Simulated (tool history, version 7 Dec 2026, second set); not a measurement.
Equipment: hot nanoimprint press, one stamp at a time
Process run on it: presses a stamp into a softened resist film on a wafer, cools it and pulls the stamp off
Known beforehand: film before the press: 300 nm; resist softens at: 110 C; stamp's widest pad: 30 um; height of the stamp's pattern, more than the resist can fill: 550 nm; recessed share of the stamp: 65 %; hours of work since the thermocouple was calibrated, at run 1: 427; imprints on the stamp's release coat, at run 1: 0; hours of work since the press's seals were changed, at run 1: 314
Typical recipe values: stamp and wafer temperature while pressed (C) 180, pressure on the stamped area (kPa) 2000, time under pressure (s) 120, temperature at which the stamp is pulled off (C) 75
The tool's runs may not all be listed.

| run | hour | stamp and wafer temperature while pressed (C) | pressure on the stamped area (kPa) | time under pressure (s) | temperature at which the stamp is pulled off (C) | hours of work since the thermocouple was calibrated | imprints on the stamp's release coat | hours of work since the press's seals were changed | resist left under the stamp's widest pad (angstrom) | greatest force while the stamp is pulled off (N) |
|---|---|---|---|---|---|---|---|---|---|---|
| 1 | 0.0 | 180 | 2000 | 120 | 75 | 427 | 0 | 314 | 1200 | 115 |
| 2 | 78.4 | 180 | 2000 | 120 | 75 | 480 | 344 | 367 | 1213 | 129 |
|  | 95.3 | plate thermocouple calibrated |
| 3 | 129.6 | 180 | 2000 | 120 | 75 | 23 | 556 | 400 | 1125 | 131 |
| 4 | 205.2 | 180 | 2000 | 120 | 75 | 75 | 887 | 451 | 1134 | 140 |
|  | 232.8 | stamp cleaned and given a new release coat |
| 5 | 287.4 | 180 | 2000 | 120 | 75 | 126 | 240 | 503 | 1150 | 123 |
| 6 | 339.0 | 180 | 2000 | 120 | 75 | 161 | 466 | 538 | 1146 | 126 |
| 7 | 441.2 | 180 | 2000 | 120 | 75 | 231 | 915 | 607 | 1179 | 141 |
|  | 459.9 | stamp cleaned and given a new release coat |
| 8 | 551.3 | 180 | 1640 | 120 | 75 | 301 | 401 | 678 | 1286 | 127 |
| 9 | 637.0 | 180 | 1640 | 120 | 75 | 360 | 777 | 736 | 1283 | 141 |
|  | 688.5 | stamp cleaned and given a new release coat |
| 10 | 747.6 | 180 | 2000 | 120 | 68 | 431 | 259 | 807 | 1207 | 141 |
|  | 808.5 | press's hydraulic seals changed and the load cell set to zero |
| 11 | 818.3 | 189 | 2000 | 120 | 75 | 473 | 534 | 7 | 847 | 136 |
|  | 843.5 | plate thermocouple calibrated |
| 12 | 905.3 | 180 | 2000 | 67 | 75 | 42 | 903 | 64 | 1409 | 137 |
|  | 927.5 | stamp cleaned and given a new release coat |
| 13 | 986.4 | 191 | 2000 | 120 | 75 | 93 | 259 | 115 | 727 | 122 |
| 14 | 1073.3 | 191 | 2000 | 120 | 75 | 152 | 640 | 174 | 734 | 127 |
| 15 | 1141.2 | 191 | 2000 | 120 | 75 | 198 | 938 | 220 | 751 | 143 |
|  | 1155.3 | stamp cleaned and given a new release coat |
| 16 | 1192.6 | 191 | 2000 | 72 | 75 | 229 | 163 | 251 | 956 | 123 |
| 17 | 1282.9 | 190 | 2000 | 120 | 65 | 290 | 559 | 312 | 801 | 162 |
|  | 1383.0 | stamp cleaned and given a new release coat |
| 18 | 1383.0 | 190 | 2000 | 120 | 65 | 354 | 0 | 376 | 801 | 143 |
| 19 | 1448.9 | 190 | 2000 | 120 | 65 | 399 | 289 | 420 | 823 | 152 |
| 20 | 1530.6 | 190 | 2000 | 120 | 65 | 454 | 647 | 476 | 811 | 168 |
|  | 1585.3 | plate thermocouple calibrated |
| 21 | 1602.3 | 180 | 2000 | 171 | 62 | 12 | 949 | 523 | 968 | 183 |
|  | 1616.8 | stamp cleaned and given a new release coat |
| 22 | 1661.5 | 180 | 2300 | 171 | 64 | 48 | 196 | 559 | 925 | 142 |
| 23 | 1704.3 | 187 | 1260 | 171 | 64 | 77 | 384 | 588 | 918 | 159 |
| 24 | 1779.2 | 180 | 2930 | 63 | 75 | 128 | 713 | 639 | 1311 | 135 |
| 25 | 1828.4 | 188 | 2010 | 83 | 61 | 161 | 929 | 672 | 1000 | 188 |
|  | 1846.9 | stamp cleaned and given a new release coat |
| 26 | 1890.0 | 188 | 2010 | 83 | 61 | 199 | 189 | 710 | 1002 | 160 |
| 27 | 1950.9 | 188 | 2010 | 83 | 61 | 240 | 456 | 751 | 1013 | 162 |
| 28 | 2003.8 | 169 | 2010 | 83 | 61 | 276 | 688 | 787 | 2032 | 176 |
|  | 2081.9 | stamp cleaned and given a new release coat |
| 29 | 2083.9 | 169 | 2010 | 73 | 69 | 326 | 9 | 837 | 2089 | 132 |

Describe how what the log doesn't record of the tool's condition differs between the last listed run preceding each entry between runs and the first listed run following it.
Logged between run 2 and run 3: plate thermocouple calibrated (hour 95.3)
  true temperature over the reading, C: -2.29 -> -0.14; pressure that arrives at the usual setting, %: 97.22 -> 96.96; grip of the stamp's worn release coat, % over a new coat's: 9.7 -> 15.7
  measured result minus the result with no hidden state, resist left under the stamp's widest pad (angstrom): +118 -> +21; greatest force while the stamp is pulled off (N): +18 -> +18
Logged between run 4 and run 5: stamp cleaned and given a new release coat (hour 232.8)
  true temperature over the reading, C: -0.37 -> -0.62; pressure that arrives at the usual setting, %: 96.5 -> 96.06; grip of the stamp's worn release coat, % over a new coat's: 25.1 -> 6.7
  measured result minus the result with no hidden state, resist left under the stamp's widest pad (angstrom): +34 -> +47; greatest force while the stamp is pulled off (N): +29 -> +10
Logged between run 7 and run 8: stamp cleaned and given a new release coat (hour 459.9)
  true temperature over the reading, C: -1.08 -> -1.41; pressure that arrives at the usual setting, %: 95.2 -> 94.54; grip of the stamp's worn release coat, % over a new coat's: 26 -> 11.3
  measured result minus the result with no hidden state, resist left under the stamp's widest pad (angstrom): +73 -> +91; greatest force while the stamp is pulled off (N): +32 -> +17
Logged between run 9 and run 10: stamp cleaned and given a new release coat (hour 688.5)
  true temperature over the reading, C: -1.69 -> -2.03; pressure that arrives at the usual setting, %: 94.06 -> 93.42; grip of the stamp's worn release coat, % over a new coat's: 22 -> 7.3
  measured result minus the result with no hidden state, resist left under the stamp's widest pad (angstrom): +106 -> +126; greatest force while the stamp is pulled off (N): +29 -> +14
Logged between run 10 and run 11: press's hydraulic seals changed and the load cell set to zero (hour 808.5)
  true temperature over the reading, C: -2.03 -> -2.23; pressure that arrives at the usual setting, %: 93.42 -> 100.05; grip of the stamp's worn release coat, % over a new coat's: 7.3 -> 15
  measured result minus the result with no hidden state, resist left under the stamp's widest pad (angstrom): +126 -> +69; greatest force while the stamp is pulled off (N): +14 -> +23
Logged between run 11 and run 12: plate thermocouple calibrated (hour 843.5)
  true temperature over the reading, C: -2.23 -> -0.24; pressure that arrives at the usual setting, %: 100.05 -> 99.58; grip of the stamp's worn release coat, % over a new coat's: 15 -> 25.6
  measured result minus the result with no hidden state, resist left under the stamp's widest pad (angstrom): +69 -> +14; greatest force while the stamp is pulled off (N): +23 -> +29
Logged between run 12 and run 13: stamp cleaned and given a new release coat (hour 927.5)
  true temperature over the reading, C: -0.24 -> -0.46; pressure that arrives at the usual setting, %: 99.58 -> 99.13; grip of the stamp's worn release coat, % over a new coat's: 25.6 -> 7.3
  measured result minus the result with no hidden state, resist left under the stamp's widest pad (angstrom): +14 -> +16; greatest force while the stamp is pulled off (N): +29 -> +9
Logged between run 15 and run 16: stamp cleaned and given a new release coat (hour 1155.3)
  true temperature over the reading, C: -0.93 -> -1.07; pressure that arrives at the usual setting, %: 98.25 -> 98.01; grip of the stamp's worn release coat, % over a new coat's: 26.6 -> 4.6
  measured result minus the result with no hidden state, resist left under the stamp's widest pad (angstrom): +32 -> +45; greatest force while the stamp is pulled off (N): +33 -> +8
Logged between run 17 and run 18: stamp cleaned and given a new release coat (hour 1383.0)
  true temperature over the reading, C: -1.37 -> -1.66; pressure that arrives at the usual setting, %: 97.45 -> 96.91; grip of the stamp's worn release coat, % over a new coat's: 15.8 -> 0
  measured result minus the result with no hidden state, resist left under the stamp's widest pad (angstrom): +49 -> +60; greatest force while the stamp is pulled off (N): +25 -> +4
Logged between run 20 and run 21: plate thermocouple calibrated (hour 1585.3)
  true temperature over the reading, C: -2.1 -> -0.09; pressure that arrives at the usual setting, %: 96.06 -> 95.7; grip of the stamp's worn release coat, % over a new coat's: 18.3 -> 26.9
  measured result minus the result with no hidden state, resist left under the stamp's widest pad (angstrom): +77 -> +23; greatest force while the stamp is pulled off (N): +31 -> +39
Logged between run 21 and run 22: stamp cleaned and given a new release coat (hour 1616.8)
  true temperature over the reading, C: -0.09 -> -0.24; pressure that arrives at the usual setting, %: 95.7 -> 95.39; grip of the stamp's worn release coat, % over a new coat's: 26.9 -> 5.5
  measured result minus the result with no hidden state, resist left under the stamp's widest pad (angstrom): +23 -> +32; greatest force while the stamp is pulled off (N): +39 -> +8
Logged between run 25 and run 26: stamp cleaned and given a new release coat (hour 1846.9)
  true temperature over the reading, C: -0.76 -> -0.93; pressure that arrives at the usual setting, %: 94.4 -> 94.1; grip of the stamp's worn release coat, % over a new coat's: 26.4 -> 5.3
  measured result minus the result with no hidden state, resist left under the stamp's widest pad (angstrom): +52 -> +61; greatest force while the stamp is pulled off (N): +41 -> +11
Logged between run 28 and run 29: stamp cleaned and given a new release coat (hour 2081.9)
  true temperature over the reading, C: -1.28 -> -1.51; pressure that arrives at the usual setting, %: 93.41 -> 92.98; grip of the stamp's worn release coat, % over a new coat's: 19.4 -> 0.3
  measured result minus the result with no hidden state, resist left under the stamp's widest pad (angstrom): +118 -> +130; greatest force while the stamp is pulled off (N): +32 -> +5
